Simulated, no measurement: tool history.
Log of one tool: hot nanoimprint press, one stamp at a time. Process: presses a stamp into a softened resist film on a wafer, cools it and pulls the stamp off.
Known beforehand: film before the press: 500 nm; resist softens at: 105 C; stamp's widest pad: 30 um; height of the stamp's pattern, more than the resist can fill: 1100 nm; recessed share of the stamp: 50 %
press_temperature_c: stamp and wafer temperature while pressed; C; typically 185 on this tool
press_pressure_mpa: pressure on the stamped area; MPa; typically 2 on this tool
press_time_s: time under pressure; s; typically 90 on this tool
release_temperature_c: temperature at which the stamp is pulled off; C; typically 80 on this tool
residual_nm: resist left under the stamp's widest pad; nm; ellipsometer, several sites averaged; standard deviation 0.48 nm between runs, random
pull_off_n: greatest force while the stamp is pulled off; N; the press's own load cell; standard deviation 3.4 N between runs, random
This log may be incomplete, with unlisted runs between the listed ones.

run    day  press_temperature_c  press_pressure_mpa  press_time_s  release_temperature_c  residual_nm  pull_off_n
  1      0                  185                   2            90                     80        190.4         222
  2  0.429                  183                   2            90                     80        200.4         223
  3  0.612                  185                   2            90                     80        191.8         229
  4  0.962                  185                   2            90                     80        191.6         232
  5  1.346                  185                   2            90                     87          191         215
  6  1.679                  185                   2            90                     87        191.1         224
  7  1.975                  185                   2            90                     87        191.2         219
  8  2.188                  187                 2.6            96                     75        153.7         264
  9  2.562                  187                 2.6            96                     75        153.4         257
 10  2.962                  177                2.39            90                     80          216         239
 11  3.317                  186                1.92            90                     69        191.1         289
 12   3.55                  188                1.73           127                     72        168.3         280
 13  3.808                  192                2.04           149                     87        130.9         230
 14  4.171                  191                   2            90                     84        165.4         243

Selected run-to-run steps in residual_nm, each split into two signed amounts: the part the tool would show with no hidden state at all (from settings, incoming material and random variation), and the remainder, which goes to the hidden state together with any gauge scatter not common to the measured and the hidden-state-free results:
The hidden state here: true temperature over the reading, C; pressure that arrives at the usual setting, %; grip of the stamp's worn release coat, % over a new coat's; drift of the gauge itself on residual_nm, %; drift of the gauge itself on pull_off_n, %.
Run 9 -> 10: press_temperature_c 187 -> 177, press_pressure_mpa 2.6 -> 2.39, press_time_s 96 -> 90, release_temperature_c 75 -> 80. residual_nm +62.6 nm: hidden state +1.8, all else +60.8.
